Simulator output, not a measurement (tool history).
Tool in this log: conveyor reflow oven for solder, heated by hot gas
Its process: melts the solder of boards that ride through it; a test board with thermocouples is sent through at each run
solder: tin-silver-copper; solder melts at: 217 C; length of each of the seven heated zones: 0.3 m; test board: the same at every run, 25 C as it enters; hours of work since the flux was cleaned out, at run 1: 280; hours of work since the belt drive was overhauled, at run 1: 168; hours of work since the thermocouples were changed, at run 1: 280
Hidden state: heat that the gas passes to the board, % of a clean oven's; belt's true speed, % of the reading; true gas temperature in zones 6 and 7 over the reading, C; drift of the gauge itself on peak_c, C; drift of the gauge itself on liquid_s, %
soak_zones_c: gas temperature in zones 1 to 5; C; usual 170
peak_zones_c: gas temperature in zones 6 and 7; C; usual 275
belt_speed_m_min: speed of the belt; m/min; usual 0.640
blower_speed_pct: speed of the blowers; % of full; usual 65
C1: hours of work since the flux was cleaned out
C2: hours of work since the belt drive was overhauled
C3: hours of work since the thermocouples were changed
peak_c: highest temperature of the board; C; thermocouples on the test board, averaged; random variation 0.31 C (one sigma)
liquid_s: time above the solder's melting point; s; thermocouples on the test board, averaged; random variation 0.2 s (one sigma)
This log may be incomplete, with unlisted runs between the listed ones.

run 1 day=0.000 | soak_zones_c=170 peak_zones_c=275 belt_speed_m_min=0.640 blower_speed_pct=65 | C1=280 C2=168 C3=280 | peak_c=247.1 liquid_s=36.4
run 2 day=0.750 | soak_zones_c=169 peak_zones_c=275 belt_speed_m_min=0.640 blower_speed_pct=65 | C1=288 C2=176 C3=288 | peak_c=248.2 liquid_s=36.0
run 3 day=1.158 | soak_zones_c=169 peak_zones_c=275 belt_speed_m_min=0.640 blower_speed_pct=65 | C1=292 C2=180 C3=292 | peak_c=246.6 liquid_s=36.5
run 4 day=1.933 | soak_zones_c=169 peak_zones_c=275 belt_speed_m_min=0.640 blower_speed_pct=65 | C1=300 C2=188 C3=300 | peak_c=247.4 liquid_s=36.3
run 5 day=2.617 | soak_zones_c=169 peak_zones_c=275 belt_speed_m_min=0.640 blower_speed_pct=65 | C1=307 C2=195 C3=307 | peak_c=247.0 liquid_s=36.1
run 6 day=3.208 | soak_zones_c=169 peak_zones_c=275 belt_speed_m_min=0.640 blower_speed_pct=65 | C1=313 C2=201 C3=313 | peak_c=246.5 liquid_s=36.1
run 7 day=3.971 | soak_zones_c=170 peak_zones_c=275 belt_speed_m_min=0.640 blower_speed_pct=65 | C1=321 C2=209 C3=321 | peak_c=246.8 liquid_s=35.9
run 8 day=4.438 | soak_zones_c=170 peak_zones_c=275 belt_speed_m_min=0.640 blower_speed_pct=65 | C1=326 C2=214 C3=326 | peak_c=247.2 liquid_s=36.5
-- day=5.083 flux residue cleaned out of gas plates and filters
run 9 day=5.142 | soak_zones_c=170 peak_zones_c=279 belt_speed_m_min=0.640 blower_speed_pct=65 | C1=1 C2=219 C3=331 | peak_c=253.2 liquid_s=40.1
run 10 day=5.867 | soak_zones_c=170 peak_zones_c=275 belt_speed_m_min=0.640 blower_speed_pct=65 | C1=8 C2=227 C3=339 | peak_c=249.1 liquid_s=38.7
run 11 day=6.658 | soak_zones_c=170 peak_zones_c=275 belt_speed_m_min=0.640 blower_speed_pct=65 | C1=16 C2=235 C3=347 | peak_c=249.5 liquid_s=38.5
run 12 day=7.400 | soak_zones_c=170 peak_zones_c=275 belt_speed_m_min=0.640 blower_speed_pct=65 | C1=24 C2=243 C3=355 | peak_c=249.3 liquid_s=38.1
run 13 day=7.938 | soak_zones_c=170 peak_zones_c=275 belt_speed_m_min=0.640 blower_speed_pct=65 | C1=30 C2=248 C3=360 | peak_c=249.3 liquid_s=37.9
run 14 day=8.354 | soak_zones_c=170 peak_zones_c=276 belt_speed_m_min=0.640 blower_speed_pct=65 | C1=34 C2=253 C3=364 | peak_c=249.3 liquid_s=38.6
run 15 day=8.833 | soak_zones_c=170 peak_zones_c=275 belt_speed_m_min=0.640 blower_speed_pct=65 | C1=39 C2=258 C3=369 | peak_c=248.9 liquid_s=37.8
run 16 day=9.262 | soak_zones_c=170 peak_zones_c=275 belt_speed_m_min=0.567 blower_speed_pct=65 | C1=43 C2=262 C3=374 | peak_c=253.9 liquid_s=47.2
run 17 day=9.817 | soak_zones_c=181 peak_zones_c=283 belt_speed_m_min=0.534 blower_speed_pct=81 | C1=49 C2=268 C3=380 | peak_c=268.6 liquid_s=60.5
run 18 day=10.371 | soak_zones_c=176 peak_zones_c=268 belt_speed_m_min=0.676 blower_speed_pct=70 | C1=55 C2=274 C3=385 | peak_c=244.3 liquid_s=34.6
run 19 day=11.225 | soak_zones_c=170 peak_zones_c=275 belt_speed_m_min=0.765 blower_speed_pct=82 | C1=64 C2=283 C3=394 | peak_c=247.2 liquid_s=30.6
run 20 day=11.771 | soak_zones_c=170 peak_zones_c=275 belt_speed_m_min=0.765 blower_speed_pct=82 | C1=70 C2=288 C3=400 | peak_c=246.6 liquid_s=30.2
run 21 day=12.233 | soak_zones_c=170 peak_zones_c=275 belt_speed_m_min=0.765 blower_speed_pct=82 | C1=74 C2=293 C3=405 | peak_c=247.1 liquid_s=30.3
run 22 day=12.754 | soak_zones_c=170 peak_zones_c=275 belt_speed_m_min=0.765 blower_speed_pct=82 | C1=80 C2=299 C3=410 | peak_c=246.9 liquid_s=30.4
run 23 day=13.112 | soak_zones_c=170 peak_zones_c=275 belt_speed_m_min=0.765 blower_speed_pct=82 | C1=84 C2=302 C3=414 | peak_c=246.6 liquid_s=30.3
run 24 day=13.854 | soak_zones_c=170 peak_zones_c=275 belt_speed_m_min=0.520 blower_speed_pct=79 | C1=91 C2=310 C3=422 | peak_c=259.8 liquid_s=55.8
run 25 day=14.729 | soak_zones_c=170 peak_zones_c=275 belt_speed_m_min=0.520 blower_speed_pct=79 | C1=100 C2=319 C3=431 | peak_c=259.6 liquid_s=55.6
run 26 day=15.108 | soak_zones_c=173 peak_zones_c=275 belt_speed_m_min=0.520 blower_speed_pct=79 | C1=104 C2=323 C3=435 | peak_c=260.3 liquid_s=56.4
run 27 day=15.521 | soak_zones_c=170 peak_zones_c=275 belt_speed_m_min=0.700 blower_speed_pct=58 | C1=109 C2=327 C3=439 | peak_c=241.3 liquid_s=28.9
run 28 day=16.146 | soak_zones_c=170 peak_zones_c=275 belt_speed_m_min=0.700 blower_speed_pct=58 | C1=115 C2=334 C3=446 | peak_c=241.8 liquid_s=28.7
run 29 day=16.983 | soak_zones_c=166 peak_zones_c=269 belt_speed_m_min=0.700 blower_speed_pct=58 | C1=124 C2=343 C3=454 | peak_c=235.3 liquid_s=23.6
run 30 day=17.525 | soak_zones_c=166 peak_zones_c=272 belt_speed_m_min=0.700 blower_speed_pct=58 | C1=129 C2=348 C3=460 | peak_c=238.2 liquid_s=25.0

Forecast each of these 4 alternatives for the next run:
run A day=18.200 | soak_zones_c=166 peak_zones_c=272 belt_speed_m_min=0.672 blower_speed_pct=51 | C1=136 C2=355 C3=467 | peak_c=? liquid_s=?
run B day=18.200 | soak_zones_c=184 peak_zones_c=287 belt_speed_m_min=0.700 blower_speed_pct=58 | C1=136 C2=355 C3=467 | peak_c=? liquid_s=?
run C day=18.200 | soak_zones_c=170 peak_zones_c=285 belt_speed_m_min=0.640 blower_speed_pct=56 | C1=136 C2=355 C3=467 | peak_c=? liquid_s=?
run D day=18.200 | soak_zones_c=159 peak_zones_c=275 belt_speed_m_min=0.640 blower_speed_pct=65 | C1=136 C2=355 C3=467 | peak_c=? liquid_s=?

run=A peak_c=236.9 liquid_s=24.8
run=B peak_c=254.1 liquid_s=40.4
run=C peak_c=252.1 liquid_s=39.1
run=D peak_c=245.7 liquid_s=33.3
Without the tool's hidden state the same runs would have given:
run=A peak_c=239.5 liquid_s=27.0
run=B peak_c=256.8 liquid_s=41.7
run=C peak_c=254.9 liquid_s=40.5
run=D peak_c=248.6 liquid_s=35.1

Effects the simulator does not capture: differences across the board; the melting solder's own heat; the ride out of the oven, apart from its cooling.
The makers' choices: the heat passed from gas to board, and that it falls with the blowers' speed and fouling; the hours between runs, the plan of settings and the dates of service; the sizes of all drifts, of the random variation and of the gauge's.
